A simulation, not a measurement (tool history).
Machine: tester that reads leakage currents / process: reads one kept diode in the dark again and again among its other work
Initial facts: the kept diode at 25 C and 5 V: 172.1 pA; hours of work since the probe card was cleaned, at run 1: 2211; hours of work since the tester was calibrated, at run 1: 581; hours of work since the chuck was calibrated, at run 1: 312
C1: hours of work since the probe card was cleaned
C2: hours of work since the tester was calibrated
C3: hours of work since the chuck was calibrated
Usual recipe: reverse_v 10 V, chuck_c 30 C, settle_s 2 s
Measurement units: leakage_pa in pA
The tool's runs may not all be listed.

run 1 hour=0 | reverse_v=10 chuck_c=30 settle_s=2 | C1=2211 C2=581 C3=312 | leakage_pa=350.3
run 2 hour=48.2 | reverse_v=10 chuck_c=30 settle_s=2 | C1=2248 C2=618 C3=349 | leakage_pa=354.51
run 3 hour=100.7 | reverse_v=10 chuck_c=30 settle_s=2 | C1=2289 C2=658 C3=389 | leakage_pa=354.66
run 4 hour=148.7 | reverse_v=10 chuck_c=30 settle_s=2 | C1=2326 C2=695 C3=426 | leakage_pa=354.71
run 5 hour=171.4 | reverse_v=10 chuck_c=30 settle_s=2 | C1=2343 C2=713 C3=443 | leakage_pa=356.03
run 6 hour=216.4 | reverse_v=10 chuck_c=30 settle_s=2 | C1=2378 C2=747 C3=478 | leakage_pa=359.56
run 7 hour=262 | reverse_v=10 chuck_c=30 settle_s=0.38 | C1=2413 C2=782 C3=513 | leakage_pa=364.11
run 8 hour=315.4 | reverse_v=10 chuck_c=30 settle_s=0.38 | C1=2454 C2=823 C3=554 | leakage_pa=367.08
run 9 hour=360.9 | reverse_v=10 chuck_c=30 settle_s=0.38 | C1=2489 C2=858 C3=589 | leakage_pa=368.39
-- hour=367.2 tester calibrated
run 10 hour=403.1 | reverse_v=10 chuck_c=30 settle_s=0.38 | C1=2520 C2=28 C3=620 | leakage_pa=368.46
run 11 hour=432.4 | reverse_v=8 chuck_c=22 settle_s=4.91 | C1=2542 C2=50 C3=643 | leakage_pa=168.24
run 12 hour=459 | reverse_v=2.8 chuck_c=46 settle_s=6.11 | C1=2563 C2=71 C3=663 | leakage_pa=883.29
run 13 hour=481.5 | reverse_v=10 chuck_c=31 settle_s=1.78 | C1=2580 C2=88 C3=680 | leakage_pa=398.47
-- hour=497.7 tester calibrated, once more
run 14 hour=511.8 | reverse_v=10 chuck_c=35 settle_s=4.14 | C1=2602 C2=11 C3=702 | leakage_pa=556.07
run 15 hour=557.9 | reverse_v=6.4 chuck_c=60 settle_s=2 | C1=2637 C2=46 C3=738 | leakage_pa=3285.58
run 16 hour=606.1 | reverse_v=6.4 chuck_c=60 settle_s=2 | C1=2674 C2=83 C3=775 | leakage_pa=3284.24
run 17 hour=634.2 | reverse_v=10 chuck_c=32 settle_s=1.14 | C1=2696 C2=105 C3=796 | leakage_pa=438.42
run 18 hour=662.8 | reverse_v=10 chuck_c=48 settle_s=3.12 | C1=2718 C2=127 C3=818 | leakage_pa=1575

Each row is a separate what-if for the run after 18, all from the same tool condition, not one after another. Results?
run A hour=715.4 | reverse_v=10 chuck_c=57 settle_s=3.12 | C1=2758 C2=167 C3=859 | leakage_pa=?
run B hour=715.4 | reverse_v=10 chuck_c=45 settle_s=3.12 | C1=2758 C2=167 C3=859 | leakage_pa=?
run C hour=715.4 | reverse_v=5.8 chuck_c=53 settle_s=0.7 | C1=2758 C2=167 C3=859 | leakage_pa=?

run=A leakage_pa=3095.85
run=B leakage_pa=1253.94
run=C leakage_pa=1934.67
What these runs would have given with no unlogged condition in the tool:
run=A leakage_pa=2862.56
run=B leakage_pa=1150.84
run=C leakage_pa=1785.83
